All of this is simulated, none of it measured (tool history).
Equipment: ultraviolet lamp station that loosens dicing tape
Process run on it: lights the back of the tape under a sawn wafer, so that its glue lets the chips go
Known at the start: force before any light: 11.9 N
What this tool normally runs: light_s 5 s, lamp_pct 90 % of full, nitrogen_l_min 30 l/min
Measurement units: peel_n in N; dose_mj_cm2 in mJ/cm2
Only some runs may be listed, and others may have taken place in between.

run	day	light_s	lamp_pct	nitrogen_l_min	peel_n	dose_mj_cm2
1	0.000	5	90	30	1.451	233
2	1.358	5	90	30	1.507	227
# day 3.562: window cleaned of glue's vapour
3	3.562	5	90	30	1.439	242
4	5.288	5	90	30	1.353	237
5	6.612	5	90	30	1.381	236
6	8.258	5	90	30	1.373	237
7	9.875	5	90	30	1.478	231
8	12.417	5	90	30	1.506	224
9	14.725	5	90	30	1.549	225
10	15.833	5	90	16	2.114	219
11	18.192	5	90	16	2.112	215
12	20.733	5	90	30	1.647	221
13	22.579	3	90	30	3.538	129
14	24.383	3	90	30	3.654	127
15	26.704	3	90	30	3.764	126
16	29.217	3	90	30	3.871	118
# day 29.796: window cleaned of glue's vapour
17	31.425	5	90	30	1.697	212
18	33.579	5	90	30	1.808	211
19	34.825	2	90	30	5.366	82
20	36.725	2	90	41	5.199	82
21	39.275	2	73	10	7.413	62
22	40.717	2	82	18	6.632	70
23	42.138	3	97	56	3.087	131
24	44.438	5	66	11	4.213	148
25	46.783	9	86	60	0.494	334
26	48.450	4	61	11	5.514	104
27	49.521	4	61	11	5.467	101
28	52.012	5	90	58	1.753	185
29	53.221	5	90	29	2.245	186
30	55.504	6	90	29	1.615	222
# day 56.012: window cleaned of glue's vapour
31	57.596	6	89	23	1.710	225
32	59.325	6	89	23	1.781	227
33	61.042	5	79	33	2.511	162
34	62.671	5	79	33	2.616	162
35	65.129	5	79	15	3.422	163
36	66.983	5	79	15	3.496	156
# day 68.692: lamp changed
37	68.712	3	90	30	2.896	152
38	70.621	5	69	30	2.107	192
39	72.508	5	69	30	2.087	193

Each row is a separate what-if for the run after 39, all from the same tool condition, not one after another. Results?
A	74.008	5	94	36	?	?
B	74.008	5	65	11	?	?
C	74.008	7	72	12	?	?
D	74.008	3	69	30	?	?
E	74.008	10	61	30	?	?

run	peel_n	dose_mj_cm2
A	1.090	258
B	3.184	178
C	1.643	279
D	4.095	111
E	0.666	336
With the hidden condition removed and each run's random variation left untouched, the same runs would have given:
run	peel_n	dose_mj_cm2
A	0.960	273
B	2.952	189
C	1.469	295
D	3.844	118
E	0.582	356
